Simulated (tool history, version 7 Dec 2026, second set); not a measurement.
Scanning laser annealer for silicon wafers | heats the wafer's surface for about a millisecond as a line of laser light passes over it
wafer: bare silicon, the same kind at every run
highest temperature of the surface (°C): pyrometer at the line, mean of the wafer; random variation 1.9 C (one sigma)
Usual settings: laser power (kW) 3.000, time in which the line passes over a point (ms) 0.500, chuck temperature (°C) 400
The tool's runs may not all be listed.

run,hour,laser power (kW),time in which the line passes over a point (ms),chuck temperature (°C),highest temperature of the surface (°C)
1,0.0,3.000,0.500,400,1181
2,5.9,3.000,0.500,400,1179
3,12.3,3.289,0.500,400,1276
4,16.1,3.000,0.500,400,1176
5,20.5,3.085,0.500,400,1205
6,26.2,3.000,0.500,400,1179
# hour 29.0: window over the wafer cleaned
7,32.6,3.000,0.500,428,1194
8,41.4,2.641,0.599,400,1104
9,47.7,2.641,0.495,400,1048
10,51.9,2.905,0.480,402,1126
11,56.2,3.261,0.500,408,1257
12,63.5,2.980,0.500,408,1167
# hour 71.5: window over the wafer cleaned, once more
13,72.4,3.231,0.500,400,1275
14,76.1,3.231,0.500,400,1276

Forecast each of these 3 alternatives for the next run:
A,82.3,3.264,0.465,374,?
B,82.3,3.231,0.544,400,?
C,82.3,2.842,0.500,400,?

run,highest temperature of the surface (°C)
A,1236
B,1310
C,1148
Without the tool's hidden state the same runs would have given:
run,highest temperature of the surface (°C)
A,1254
B,1329
C,1163

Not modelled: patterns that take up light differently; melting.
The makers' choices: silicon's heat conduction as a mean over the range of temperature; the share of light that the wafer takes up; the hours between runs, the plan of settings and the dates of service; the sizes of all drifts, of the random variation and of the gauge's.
